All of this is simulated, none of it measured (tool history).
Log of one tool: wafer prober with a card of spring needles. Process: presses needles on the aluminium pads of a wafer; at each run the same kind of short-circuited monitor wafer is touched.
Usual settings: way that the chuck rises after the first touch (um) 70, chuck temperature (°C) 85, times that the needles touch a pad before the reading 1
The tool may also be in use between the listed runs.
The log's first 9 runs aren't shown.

run	hour	way that the chuck rises after the first touch (um)	chuck temperature (°C)	times that the needles touch a pad before the reading	touches since the tips were cleaned	cleanings since the card got new needles	touches since the first contact's height was set	resistance of one needle with its contact and lead (mohm)	way that a needle slides on the pad (um)
# hour 78.6: tips cleaned on abrasive film
10	83.4	70	85	1	2668	87	80005	189	12.61
# hour 85.3: tips cleaned on abrasive film
# hour 91.7: tips cleaned on abrasive film
11	94.2	70	85	1	1415	89	85899	188	12.55
# hour 97.7: tips cleaned on abrasive film
# hour 104.1: tips cleaned on abrasive film
12	104.9	70	85	1	429	91	91711	191	12.63
# hour 110.6: tips cleaned on abrasive film
# hour 116.7: tips cleaned on abrasive film
13	116.7	70	85	1	0	93	98127	188	12.56
# hour 122.6: tips cleaned on abrasive film
14	125.7	55	85	1	1709	94	103073	190	9.91
# hour 129.0: tips cleaned on abrasive film
15	133.2	70	87	1	2350	95	107180	190	12.56
# hour 135.5: tips cleaned on abrasive film
16	141.3	70	87	1	3197	96	111619	187	12.56
# hour 142.0: tips cleaned on abrasive film
# hour 148.5: tips cleaned on abrasive film
17	154.0	62	25	2	3039	98	118538	175	11.12
# hour 155.0: tips cleaned on abrasive film
# hour 161.4: tips cleaned on abrasive film
18	163.9	62	25	2	1387	100	123921	175	11.08
# hour 167.3: tips cleaned on abrasive film
19	169.4	70	85	2	1121	101	126918	186	12.54
# hour 173.6: tips cleaned on abrasive film
20	176.3	70	85	2	1522	102	130733	187	12.38
# hour 180.4: tips cleaned on abrasive film
21	185.2	89	85	1	2629	103	135581	186	15.90
# hour 187.2: tips cleaned on abrasive film
# hour 193.1: tips cleaned on abrasive film
22	195.2	89	47	3	1159	105	141005	179	15.86
# hour 199.2: tips cleaned on abrasive film
23	202.1	89	47	3	1624	106	144807	178	15.78
# hour 205.6: tips cleaned on abrasive film
24	210.1	70	34	1	2523	107	149189	177	12.47
# hour 211.7: tips cleaned on abrasive film
# hour 218.0: tips cleaned on abrasive film
25	221.9	70	34	1	2177	109	155608	178	12.40
# hour 224.7: tips cleaned on abrasive film
26	227.7	50	51	1	1654	110	158797	185	8.91
# hour 231.1: tips cleaned on abrasive film
# hour 237.4: tips cleaned on abrasive film
27	239.7	50	51	1	1270	112	165345	185	8.81
# hour 243.3: tips cleaned on abrasive film
# hour 245.2: gauge calibrated
28	246.1	50	51	1	1508	113	168798	186	9.05
# hour 249.6: tips cleaned on abrasive film
# hour 256.0: tips cleaned on abrasive film
29	258.0	50	51	1	1108	115	175321	183	9.09
# hour 262.9: tips cleaned on abrasive film
30	265.4	81	80	2	1381	116	179353	187	14.66
# hour 269.1: tips cleaned on abrasive film
31	272.7	54	41	2	1984	117	183370	180	9.81

3 ways to go on from here, each from the tool as it stands after run 31. What would each give?
# hour 275.1: tips cleaned on abrasive film
A	278.2	62	47	1	1719	118	186344	?	?
# hour 275.1: tips cleaned on abrasive film
B	278.2	58	99	1	1719	118	186344	?	?
# hour 275.1: tips cleaned on abrasive film
C	278.2	78	76	1	1719	118	186344	?	?

run	resistance of one needle with its contact and lead (mohm)	way that a needle slides on the pad (um)
A	182	11.22
B	192	10.52
C	185	14.13
Without the tool's hidden state the same runs would have given:
run	resistance of one needle with its contact and lead (mohm)	way that a needle slides on the pad (um)
A	182	11.27
B	192	10.56
C	185	14.19
